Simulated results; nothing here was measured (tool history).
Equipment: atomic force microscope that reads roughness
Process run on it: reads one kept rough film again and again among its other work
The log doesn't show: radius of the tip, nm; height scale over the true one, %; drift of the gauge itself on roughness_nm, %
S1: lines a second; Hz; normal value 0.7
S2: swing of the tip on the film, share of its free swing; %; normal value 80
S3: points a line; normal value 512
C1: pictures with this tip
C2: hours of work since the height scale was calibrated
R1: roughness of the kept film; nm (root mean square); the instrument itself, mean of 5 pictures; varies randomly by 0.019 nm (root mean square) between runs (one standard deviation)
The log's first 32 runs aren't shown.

run    hour     S1  S2   S3  C1    C2     R1
 33   834.3  1.846  60  841  27  1267  4.562
 34   861.1  2.227  89  809  58  1283  3.847
      877.9  -- new tip fitted
 35   886.1  0.695  61  367  10  1298  4.714
 36   921.6  0.695  61  367  51  1319  4.685
      944.4  -- new tip fitted
 37   944.6  0.695  58  367   1  1333  4.709
 38   974.7  0.695  58  367  35  1351  4.673
 39     992  3.262  63  700  55  1361   4.38
     1010.8  -- new tip fitted
 40    1024    0.7  80  512  15  1380   4.55
 41  1057.6  1.199  58  376  54  1400  4.632
     1078.2  -- new tip fitted
 42  1078.2  1.209  57  376   0  1412  4.665
 43  1114.3  1.209  57  376  42  1434  4.643
 44  1139.6  1.209  57  376  71  1449  4.659
     1145.3  -- new tip fitted
 45  1160.5  1.209  57  376  17  1461  4.673
 46    1184  0.699  57  376  44  1475  4.696
     1211.5  -- new tip fitted
 47  1214.9  0.699  57  376   3  1493  4.712
 48    1233  2.884  58  488  24  1504  4.547

Forecast each of these 4 alternatives for the next run:
  A  1271.3  2.622  58  488  68  1527   ?
  B  1271.3  1.127  72  390  68  1527   ?
  C  1271.3    0.7  89  765  68  1527   ?
  D  1271.3  2.007  61  276  68  1527   ?

run     R1
  A  4.544
  B  4.556
  C  4.454
  D  4.536
With no hidden state in the tool, these same runs would have given:
run     R1
  A  4.551
  B  4.563
  C   4.46
  D  4.543
